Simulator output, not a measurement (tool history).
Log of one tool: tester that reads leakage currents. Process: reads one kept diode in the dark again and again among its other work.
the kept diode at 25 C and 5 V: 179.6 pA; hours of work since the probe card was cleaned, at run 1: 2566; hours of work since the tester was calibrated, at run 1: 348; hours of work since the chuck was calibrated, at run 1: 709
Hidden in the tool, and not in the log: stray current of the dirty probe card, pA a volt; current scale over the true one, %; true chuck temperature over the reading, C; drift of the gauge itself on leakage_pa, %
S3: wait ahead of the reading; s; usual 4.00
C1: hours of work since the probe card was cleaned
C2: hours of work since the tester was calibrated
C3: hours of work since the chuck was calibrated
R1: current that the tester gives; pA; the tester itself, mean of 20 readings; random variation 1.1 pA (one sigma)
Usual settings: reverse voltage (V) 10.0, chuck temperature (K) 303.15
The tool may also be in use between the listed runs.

Run 1, day 0.000: usual settings; C1 2566; C2 348; C3 709. Result: R1 354.32 pA.
Run 2, day 1.658: usual settings; C1 2593; C2 375; C3 736. Result: R1 353.62 pA.
Run 3, day 2.929: usual settings but chuck temperature (K) 308.15; C1 2614; C2 396; C3 756. Result: R1 531.27 pA.
Run 4, day 4.246: usual settings but chuck temperature (K) 308.15, S3 8.68 s; C1 2635; C2 417; C3 778. Result: R1 528.07 pA.
Run 5, day 5.375: usual settings but chuck temperature (K) 308.15, S3 8.68 s; C1 2653; C2 435; C3 796. Result: R1 530.34 pA.
Run 6, day 7.212: usual settings but chuck temperature (K) 308.15, S3 8.68 s; C1 2683; C2 465; C3 826. Result: R1 529.43 pA.
Run 7, day 9.300: usual settings but chuck temperature (K) 308.15, S3 8.68 s; C1 2717; C2 499; C3 860. Result: R1 525.38 pA.
Run 8, day 10.525: usual settings but reverse voltage (V) 1.6, S3 1.13 s; C1 2737; C2 518; C3 879. Result: R1 168.92 pA.
At day 10.783: chuck's temperature calibrated.
Run 9, day 12.233: usual settings but reverse voltage (V) 1.6, S3 1.13 s; C1 2763; C2 545; C3 23. Result: R1 165.30 pA.
Run 10, day 13.600: usual settings but reverse voltage (V) 1.6, S3 1.13 s; C1 2785; C2 567; C3 46. Result: R1 165.26 pA.
Run 11, day 16.108: usual settings but reverse voltage (V) 1.0, chuck temperature (K) 304.15, S3 6.04 s; C1 2826; C2 607; C3 86. Result: R1 148.84 pA.
Run 12, day 17.717: usual settings but reverse voltage (V) 1.5, chuck temperature (K) 329.15, S3 0.60 s; C1 2852; C2 633; C3 112. Result: R1 1221.04 pA.

5 ways to go on from here, each from the tool as it stands after run 12. What would each give?
Run A, day 19.842: usual settings; C1 2886; C2 668; C3 147. Result: R1 ?.
Run B, day 19.842: usual settings but chuck temperature (K) 297.15; C1 2886; C2 668; C3 147. Result: R1 ?.
Run C, day 19.842: usual settings but reverse voltage (V) 7.2, chuck temperature (K) 312.15, S3 2.62 s; C1 2886; C2 668; C3 147. Result: R1 ?.
Run D, day 19.842: usual settings but reverse voltage (V) 11.9, chuck temperature (K) 301.15, S3 6.06 s; C1 2886; C2 668; C3 147. Result: R1 ?.
Run E, day 19.842: usual settings but reverse voltage (V) 6.0, chuck temperature (K) 329.15, S3 0.60 s; C1 2886; C2 668; C3 147. Result: R1 ?.

run       R1
  A   342.00
  B   209.61
  C   617.04
  D   312.07
  E  2074.92
Without the tool's hidden state the same runs would have given:
run       R1
  A   360.48
  B   215.15
  C   665.28
  D   324.65
  E  2247.52

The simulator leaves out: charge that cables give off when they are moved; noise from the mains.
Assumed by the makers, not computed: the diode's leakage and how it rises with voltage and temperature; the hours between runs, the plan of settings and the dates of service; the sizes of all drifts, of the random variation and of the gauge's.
